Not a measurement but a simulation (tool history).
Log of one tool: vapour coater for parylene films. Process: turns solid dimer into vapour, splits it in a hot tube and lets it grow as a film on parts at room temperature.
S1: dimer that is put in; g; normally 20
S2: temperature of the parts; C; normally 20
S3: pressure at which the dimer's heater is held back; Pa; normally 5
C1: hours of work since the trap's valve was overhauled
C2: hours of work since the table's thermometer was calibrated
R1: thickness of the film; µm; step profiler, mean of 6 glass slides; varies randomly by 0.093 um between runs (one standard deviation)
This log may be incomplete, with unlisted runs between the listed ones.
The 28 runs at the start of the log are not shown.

Run 29, day 40.012: usual settings but S1 13 g, S2 17 C; C1 87; C2 129. Result: R1 7.41 µm.
Run 30, day 41.646: usual settings but S1 13 g, S2 17 C; C1 106; C2 148. Result: R1 7.38 µm.
Run 31, day 43.579: usual settings but S1 13 g, S2 17 C; C1 128; C2 170. Result: R1 7.27 µm.
Run 32, day 44.508: usual settings but S1 10 g, S2 14 C, S3 3.06 Pa; C1 139; C2 181. Result: R1 6.6 µm.
Run 33, day 46.225: usual settings but S1 27 g, S2 22 C; C1 159; C2 201. Result: R1 13.29 µm.
Run 34, day 47.775: usual settings but S1 8 g, S2 15 C, S3 3.1 Pa; C1 177; C2 218. Result: R1 5.03 µm.
Run 35, day 48.812: usual settings but S1 34 g, S2 17 C; C1 189; C2 230. Result: R1 18.33 µm.
Run 36, day 50.679: usual settings but S1 9 g, S2 26 C, S3 3.63 Pa; C1 211; C2 252. Result: R1 4.21 µm.
Run 37, day 52.662: usual settings but S1 9 g, S2 23 C, S3 5.42 Pa; C1 234; C2 275. Result: R1 4.08 µm.
Run 38, day 54.375: usual settings but S1 9 g, S2 23 C, S3 5.42 Pa; C1 253; C2 295. Result: R1 4.08 µm.
Run 39, day 55.808: usual settings but S1 9 g, S2 26 C, S3 6.86 Pa; C1 270; C2 311. Result: R1 3.52 µm.
Run 40, day 57.554: usual settings but S1 9 g, S2 26 C, S3 6.86 Pa; C1 290; C2 332. Result: R1 3.53 µm.

Branching from run 40: 5 alternative next runs. What would each branch give?
Run A, day 58.646: usual settings but S1 9 g, S2 15 C, S3 2.41 Pa; C1 303; C2 344. Result: R1 ?.
Run B, day 58.646: usual settings but S1 9 g, S2 26 C, S3 7.05 Pa; C1 303; C2 344. Result: R1 ?.
Run C, day 58.646: usual settings but S1 13 g, S2 15 C, S3 3.13 Pa; C1 303; C2 344. Result: R1 ?.
Run D, day 58.646: usual settings but S1 30 g, S2 26 C, S3 6.31 Pa; C1 303; C2 344. Result: R1 ?.
Run E, day 58.646: usual settings but S1 24 g, S2 31 C, S3 8.29 Pa; C1 303; C2 344. Result: R1 ?.

run     R1
  A   5.55
  B    3.5
  C   7.79
  D  11.95
  E   8.02
The same runs, with their run-to-run variation unchanged, on a tool lacking any hidden condition would have given:
run     R1
  A   6.56
  B   4.14
  C   9.21
  D  14.13
  E    9.5

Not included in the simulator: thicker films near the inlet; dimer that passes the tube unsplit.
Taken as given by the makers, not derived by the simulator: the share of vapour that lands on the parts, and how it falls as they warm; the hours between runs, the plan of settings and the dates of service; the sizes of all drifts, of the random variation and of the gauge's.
